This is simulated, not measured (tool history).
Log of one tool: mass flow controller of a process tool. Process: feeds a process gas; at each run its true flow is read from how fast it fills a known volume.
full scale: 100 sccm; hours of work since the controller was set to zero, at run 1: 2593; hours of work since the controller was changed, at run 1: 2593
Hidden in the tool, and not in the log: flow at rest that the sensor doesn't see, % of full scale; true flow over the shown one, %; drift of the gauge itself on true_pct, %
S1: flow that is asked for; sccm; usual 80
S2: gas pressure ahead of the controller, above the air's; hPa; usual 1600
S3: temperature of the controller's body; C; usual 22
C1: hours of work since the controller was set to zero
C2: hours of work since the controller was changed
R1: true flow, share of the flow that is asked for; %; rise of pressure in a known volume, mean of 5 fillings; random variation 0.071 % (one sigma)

run    hour  S1    S2  S3    C1    C2      R1
  1     0.0  80  1600  22  2593  2593  100.85
  2    92.6  80  1600  22  2661  2661  100.93
  3   159.8  80  1600  22  2711  2711  100.99
  4   259.9  80  1600  22  2785  2785  101.08
  5   304.5  80  1600  22  2817  2817  100.94
  6   369.0  80  1600  22  2865  2865  101.01
  7   427.4  80  1600  22  2908  2908  101.02
  8   499.6  80  1600  22  2961  2961  101.00
  9   544.7  80  1760  22  2994  2994  101.02
 10   627.1  80  1760  22  3055  3055  101.00
 11   675.7  80  1760  22  3091  3091  101.15
 12   735.8  80  1760  22  3135  3135  101.09
 13   813.8  80  1760  22  3193  3193  101.13
 14   878.3  80  1760  22  3240  3240  101.23
 15   978.8  80  1600  22  3314  3314  101.07
 16  1046.9  80  1600  22  3365  3365  101.15
 17  1138.7  80  1600  22  3432  3432  101.01
 18  1210.1  80  1600  22  3485  3485  101.15
 19  1266.8  80  1600  22  3527  3527  101.25
 20  1370.4  80  1600  22  3603  3603  101.28
 21  1471.3  80  1730  22  3677  3677  101.32
 22  1564.9  80  1730  22  3746  3746  101.20
 23  1607.8  80  1730  22  3778  3778  101.38
 24  1669.6  80  1730  22  3823  3823  101.29
 25  1752.4  80  1750  22  3885  3885  101.42
 26  1797.5  99  1820  32  3918  3918  100.73
 27  1875.8  13  1950  34  3975  3975  104.60
 28  1969.9  13  1950  34  4045  4045  104.74
     1976.5  -- controller's zero set anew
 29  2030.7  30  1600  30    40  4089  103.23
 30  2119.3  30  1570  36   105  4155  103.04
 31  2211.9  30  1650  30   173  4223  103.24
 32  2302.5  30  1650  30   240  4290  103.44
 33  2373.1  30  1650  22   292  4342  104.01
     2405.7  -- controller's zero set anew, once more
 34  2449.8  47  2240  37    32  4398   99.22
 35  2500.1  47  2240  37    70  4435   99.03
 36  2594.2  80  2320  38   139  4504   99.53
 37  2664.9  63  1600  22   191  4556  100.41
 38  2751.6  63  1600  22   255  4620  100.48
 39  2843.6  63  1600  22   323  4688  100.49
 40  2945.0  58  1670  22   397  4763  100.39
 41  2991.9  61  1670  22   432  4797  100.49
 42  3067.6  50  2000  40   488  4853   98.96
 43  3111.9  50  1430  21   520  4886  100.42
 44  3167.2  50  1430  21   561  4926  100.43
 45  3270.6  68  1600  22   637  5003  100.62
 46  3342.3  66  2590  22   690  5056  100.69
 47  3389.2  66  2590  22   725  5090  100.78

The same runs without the tool's hidden state, with the same run-to-run variation:
run      R1
  1   99.87
  2   99.93
  3   99.96
  4  100.02
  5   99.88
  6   99.93
  7   99.92
  8   99.88
  9   99.89
 10   99.85
 11   99.99
 12   99.91
 13   99.94
 14  100.01
 15   99.83
 16   99.89
 17   99.74
 18   99.85
 19   99.94
 20   99.94
 21   99.96
 22   99.81
 23   99.98
 24   99.87
 25   99.98
 26   99.46
 27   98.29
 28   98.32
 29   98.72
 30   98.48
 31   98.64
 32   98.78
 33   99.32
 34   98.60
 35   98.40
 36   98.89
 37   99.74
 38   99.78
 39   99.77
 40   99.63
 41   99.72
 42   98.14
 43   99.58
 44   99.57
 45   99.79
 46   99.83
 47   99.91
